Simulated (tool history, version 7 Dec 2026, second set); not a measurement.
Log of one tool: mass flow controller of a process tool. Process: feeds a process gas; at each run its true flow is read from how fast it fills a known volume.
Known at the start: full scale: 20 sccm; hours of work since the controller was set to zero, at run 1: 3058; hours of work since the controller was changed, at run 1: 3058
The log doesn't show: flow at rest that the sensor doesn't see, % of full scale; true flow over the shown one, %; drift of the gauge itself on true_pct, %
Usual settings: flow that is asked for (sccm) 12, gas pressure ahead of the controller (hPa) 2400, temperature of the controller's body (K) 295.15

| run | day | flow that is asked for (sccm) | gas pressure ahead of the controller (hPa) | temperature of the controller's body (K) | hours of work since the controller was set to zero | hours of work since the controller was changed | true flow (%) |
|---|---|---|---|---|---|---|---|
| 1 | 0.000 | 12 | 2400 | 295.15 | 3058 | 3058 | 99.85 |
| 2 | 22.979 | 12 | 2400 | 295.15 | 3390 | 3390 | 99.78 |
| 3 | 42.142 | 12 | 2400 | 303.15 | 3666 | 3666 | 100.21 |
| 4 | 63.321 | 12 | 2040 | 303.15 | 3972 | 3972 | 100.05 |
| 5 | 78.950 | 12 | 2040 | 303.15 | 4197 | 4197 | 100.18 |
| 6 | 102.812 | 12 | 2040 | 303.15 | 4542 | 4542 | 100.07 |
| 7 | 124.033 | 12 | 2400 | 312.15 | 4848 | 4848 | 100.56 |
| 8 | 134.821 | 9 | 2100 | 300.15 | 5003 | 5003 | 99.98 |
| 9 | 147.417 | 2 | 2100 | 306.15 | 5185 | 5185 | 100.14 |
| 10 | 164.521 | 12 | 1860 | 306.15 | 5432 | 5432 | 100.14 |
| 11 | 183.725 | 2 | 2400 | 309.15 | 5709 | 5709 | 100.30 |
| 12 | 198.146 | 18 | 2320 | 295.15 | 5917 | 5917 | 100.37 |

4 ways to go on from here, each from the tool as it stands after run 12. What would each give?
| A | 218.200 | 12 | 2400 | 311.15 | 6206 | 6206 | ? |
| B | 218.200 | 13 | 2000 | 294.15 | 6206 | 6206 | ? |
| C | 218.200 | 2 | 2340 | 295.15 | 6206 | 6206 | ? |
| D | 218.200 | 6 | 1420 | 295.15 | 6206 | 6206 | ? |

| run | true flow (%) |
|---|---|
| A | 100.68 |
| B | 99.96 |
| C | 99.80 |
| D | 99.63 |
Without the tool's hidden state the same runs would have given:
| run | true flow (%) |
|---|---|
| A | 100.40 |
| B | 99.68 |
| C | 99.50 |
| D | 99.34 |
